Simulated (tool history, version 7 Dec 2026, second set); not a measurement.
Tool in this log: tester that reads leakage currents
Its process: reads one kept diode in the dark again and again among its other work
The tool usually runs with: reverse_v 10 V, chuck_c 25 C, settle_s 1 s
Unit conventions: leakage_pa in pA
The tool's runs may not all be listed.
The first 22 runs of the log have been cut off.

run     day  reverse_v  chuck_c  settle_s  hours of work since the probe card was cleaned  hours of work since the tester was calibrated  hours of work since the chuck was calibrated  leakage_pa
 23  58.183        1.4       20      0.31                                            2237                                            247                                           633        29.1
 24  60.196         10       34         1                                            2268                                            278                                           665      154.73
 25  62.454        7.3       34      1.21                                            2304                                            314                                           701      137.56
 26  65.446        3.5       34      2.51                                            2351                                            361                                           748      105.95
 27  68.917         10       35         1                                            2406                                            416                                           802      163.18
 28  72.329         10       35         1                                            2460                                            469                                           856      163.33
 29  75.662        2.4       44         1                                            2512                                            522                                           909      184.77
 30  78.308        8.8       44         1                                            2554                                            563                                           950       281.9
 31  79.842       10.4       25      3.36                                            2578                                            588                                           974       84.79

What will run 32 give?
 32  83.35       10.4       25      3.36                                            2633                                            643                                          1030           ?

leakage_pa: 84.87 pA
Minus the tool's unlogged condition, the same run would have read leakage_pa 77.04 pA.
